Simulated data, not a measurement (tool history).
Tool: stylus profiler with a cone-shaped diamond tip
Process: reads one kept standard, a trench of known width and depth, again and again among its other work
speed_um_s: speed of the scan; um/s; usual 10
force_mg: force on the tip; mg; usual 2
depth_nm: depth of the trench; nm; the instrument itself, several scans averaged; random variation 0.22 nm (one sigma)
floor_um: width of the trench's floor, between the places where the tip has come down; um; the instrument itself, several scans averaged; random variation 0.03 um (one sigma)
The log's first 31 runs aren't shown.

{"run": 32, "hour": 2589.9, "speed_um_s": 3, "force_mg": 0.94, "depth_nm": 1003.42, "floor_um": 93.97}
{"run": 33, "hour": 2669.6, "speed_um_s": 3, "force_mg": 1.88, "depth_nm": 1005.36, "floor_um": 93.96}
{"run": 34, "hour": 2723.0, "speed_um_s": 13, "force_mg": 2.01, "depth_nm": 1005.73, "floor_um": 93.95}
{"run": 35, "hour": 2785.7, "speed_um_s": 8, "force_mg": 2.05, "depth_nm": 1005.69, "floor_um": 93.93}
{"run": 36, "hour": 2836.7, "speed_um_s": 8, "force_mg": 2.05, "depth_nm": 1005.47, "floor_um": 93.96}
{"run": 37, "hour": 2955.6, "speed_um_s": 6, "force_mg": 2.64, "depth_nm": 1006.86, "floor_um": 93.96}
{"run": 38, "hour": 3077.3, "speed_um_s": 17, "force_mg": 5.44, "depth_nm": 1010.41, "floor_um": 93.94}
{"run": 39, "hour": 3178.7, "speed_um_s": 3, "force_mg": 1.44, "depth_nm": 1004.35, "floor_um": 94.03}
{"run": 40, "hour": 3283.2, "speed_um_s": 3, "force_mg": 3.72, "depth_nm": 1007.97, "floor_um": 93.92}
{"run": 41, "hour": 3351.2, "speed_um_s": 21, "force_mg": 5.66, "depth_nm": 1011.18, "floor_um": 93.9}
{"hour": 3402.1, "done": "height scale calibrated on a step standard"}
{"run": 42, "hour": 3441.5, "speed_um_s": 21, "force_mg": 5.66, "depth_nm": 1011.15, "floor_um": 93.94}
{"run": 43, "hour": 3535.7, "speed_um_s": 10, "force_mg": 4.24, "depth_nm": 1008.92, "floor_um": 93.94}
{"run": 44, "hour": 3645.4, "speed_um_s": 27, "force_mg": 5.9, "depth_nm": 1011.11, "floor_um": 93.89}
{"run": 45, "hour": 3697.2, "speed_um_s": 31, "force_mg": 2, "depth_nm": 1005.18, "floor_um": 93.81}
{"run": 46, "hour": 3755.9, "speed_um_s": 31, "force_mg": 2, "depth_nm": 1005.64, "floor_um": 93.78}

Forecast each of these 3 alternatives for the next run:
{"run": "A", "hour": 3852.2, "speed_um_s": 36, "force_mg": 2.55, "depth_nm": "?", "floor_um": "?"}
{"run": "B", "hour": 3852.2, "speed_um_s": 31, "force_mg": 1.75, "depth_nm": "?", "floor_um": "?"}
{"run": "C", "hour": 3852.2, "speed_um_s": 5, "force_mg": 0.96, "depth_nm": "?", "floor_um": "?"}

run=A depth_nm=1006.4 floor_um=93.78
run=B depth_nm=1004.77 floor_um=93.77
run=C depth_nm=1003.12 floor_um=93.91
Without the tool's hidden state the same runs would have given:
run=A depth_nm=1006.38 floor_um=93.8
run=B depth_nm=1004.76 floor_um=93.79
run=C depth_nm=1003.11 floor_um=93.93

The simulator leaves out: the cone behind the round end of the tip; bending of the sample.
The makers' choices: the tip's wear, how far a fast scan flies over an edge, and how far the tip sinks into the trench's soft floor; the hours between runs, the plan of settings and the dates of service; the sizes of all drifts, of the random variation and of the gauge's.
